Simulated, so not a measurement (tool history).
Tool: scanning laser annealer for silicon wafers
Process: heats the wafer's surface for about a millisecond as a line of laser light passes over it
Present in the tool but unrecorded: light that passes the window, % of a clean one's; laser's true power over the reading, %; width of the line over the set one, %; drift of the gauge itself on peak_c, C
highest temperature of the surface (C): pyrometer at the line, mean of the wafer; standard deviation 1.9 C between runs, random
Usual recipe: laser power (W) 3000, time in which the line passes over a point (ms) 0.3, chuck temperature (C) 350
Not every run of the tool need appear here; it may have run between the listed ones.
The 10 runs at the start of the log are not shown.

run     day  laser power (W)  time in which the line passes over a point (ms)  chuck temperature (C)  hours of work since the window was cleaned  hours of work since the power meter was calibrated  hours of work since the optics were aligned  highest temperature of the surface (C)
 11   4.021             2662                                            0.269                    350                                         347                                                 140                                          290                                    1004
 12   4.317             2662                                             0.27                    350                                         351                                                 144                                          294                                    1002
 13   4.925             2662                                             0.27                    350                                         359                                                 152                                          302                                    1005
 14   5.208             2662                                             0.27                    350                                         363                                                 156                                          305                                    1003
 15   5.742             3009                                             0.27                    350                                         370                                                 163                                          313                                    1116
 16   6.158             3000                                            0.345                    350                                         376                                                 168                                          318                                    1232
 17   6.442             3000                                            0.345                    350                                         379                                                 172                                          322                                    1232
 18   6.875             2852                                            0.218                    350                                         385                                                 178                                          328                                     979
 19   7.254             2852                                            0.218                    350                                         390                                                 183                                          333                                     978
 20   7.767             2826                                            0.218                    357                                         397                                                 190                                          339                                     977
 21   8.029             2588                                              0.3                    344                                         400                                                 193                                          343                                    1012
 22   8.312             3130                                            0.351                    359                                         404                                                 197                                          347                                    1301
 23   8.921             3130                                            0.229                    359                                         412                                                 205                                          355                                    1091
 24   9.292             3130                                            0.229                    370                                         417                                                 210                                          360                                    1100
 25   9.721             2924                                            0.264                    350                                         423                                                 216                                          365                                    1075
 26  10.233             2693                                             0.21                    360                                         430                                                 222                                          372                                     934
 27  10.708             2580                                            0.244                    350                                         436                                                 229                                          378                                     942
 28  11.104             2580                                            0.251                    350                                         441                                                 234                                          384                                     946
 29  11.667             3000                                            0.268                    350                                         449                                                 241                                          391                                    1111
 30  12.279             2816                                            0.258                    342                                         457                                                 249                                          399                                    1025
 31  12.612             2816                                            0.258                    342                                         461                                                 254                                          404                                    1027

Here are 5 independent what-if runs from the current tool condition. What would each one return?
  A  12.975             2816                                            0.258                    331                                         466                                                 259                                          408                                       ?
  B  12.975             3237                                              0.3                    350                                         466                                                 259                                          408                                       ?
  C  12.975             3094                                            0.273                    351                                         466                                                 259                                          408                                       ?
  D  12.975             3039                                            0.253                    368                                         466                                                 259                                          408                                       ?
  E  12.975             2613                                            0.376                    311                                         466                                                 259                                          408                                       ?

run  highest temperature of the surface (C)
  A                                    1017
  B                                    1246
  C                                    1151
  D                                    1113
  E                                    1087
With no hidden state in the tool, these same runs would have given:
run  highest temperature of the surface (C)
  A                                    1019
  B                                    1249
  C                                    1153
  D                                    1115
  E                                    1089

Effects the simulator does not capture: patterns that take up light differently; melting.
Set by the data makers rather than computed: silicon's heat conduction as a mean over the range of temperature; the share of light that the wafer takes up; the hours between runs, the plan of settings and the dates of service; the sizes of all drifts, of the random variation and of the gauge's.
